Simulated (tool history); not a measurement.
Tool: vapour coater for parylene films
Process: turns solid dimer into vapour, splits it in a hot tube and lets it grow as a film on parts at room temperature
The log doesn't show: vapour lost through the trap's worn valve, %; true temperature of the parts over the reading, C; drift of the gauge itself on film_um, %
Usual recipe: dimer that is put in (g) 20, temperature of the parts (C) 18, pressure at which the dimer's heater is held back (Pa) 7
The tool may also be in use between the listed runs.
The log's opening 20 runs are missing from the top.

| run | hour | dimer that is put in (g) | temperature of the parts (C) | pressure at which the dimer's heater is held back (Pa) | hours of work since the trap's valve was overhauled | hours of work since the table's thermometer was calibrated | thickness of the film (µm) |
|---|---|---|---|---|---|---|---|
|  | 757.4 | trap's valve overhauled |
| 21 | 784.4 | 20 | 14 | 7 | 21 | 1117 | 3.72 |
| 22 | 812 | 20 | 14 | 7 | 43 | 1139 | 3.74 |
| 23 | 836.3 | 21 | 26 | 3.11 | 63 | 1159 | 2.37 |
| 24 | 876.2 | 21 | 26 | 3.11 | 95 | 1190 | 2.36 |
| 25 | 910.2 | 14 | 23 | 9.95 | 122 | 1217 | 1.61 |
| 26 | 951.5 | 30 | 15 | 7 | 154 | 1250 | 5.12 |
|  | 973.6 | table's thermometer calibrated |
| 27 | 976.1 | 30 | 15 | 7 | 173 | 2 | 5.38 |
| 28 | 1005.7 | 20 | 18 | 10.31 | 197 | 26 | 3.01 |
| 29 | 1040.6 | 20 | 18 | 10.31 | 225 | 53 | 2.92 |
| 30 | 1072 | 17 | 18 | 11.08 | 250 | 78 | 2.47 |
| 31 | 1110.7 | 10 | 15 | 3.85 | 280 | 109 | 1.81 |

Predict each of these 5 candidate next runs independently; none follows another, all start after run 31:
| A | 1136.8 | 20 | 18 | 8.88 | 301 | 130 | ? |
| B | 1136.8 | 8 | 27 | 2.52 | 301 | 130 | ? |
| C | 1136.8 | 31 | 10 | 10.69 | 301 | 130 | ? |
| D | 1136.8 | 10 | 15 | 4.37 | 301 | 130 | ? |
| E | 1136.8 | 32 | 14 | 7 | 301 | 130 | ? |

| run | thickness of the film (µm) |
|---|---|
| A | 2.9 |
| B | 0.81 |
| C | 6.4 |
| D | 1.77 |
| E | 5.68 |
Had the tool no hidden state, the same runs would have come out as:
| run | thickness of the film (µm) |
|---|---|
| A | 3.24 |
| B | 0.9 |
| C | 7.14 |
| D | 1.97 |
| E | 6.34 |
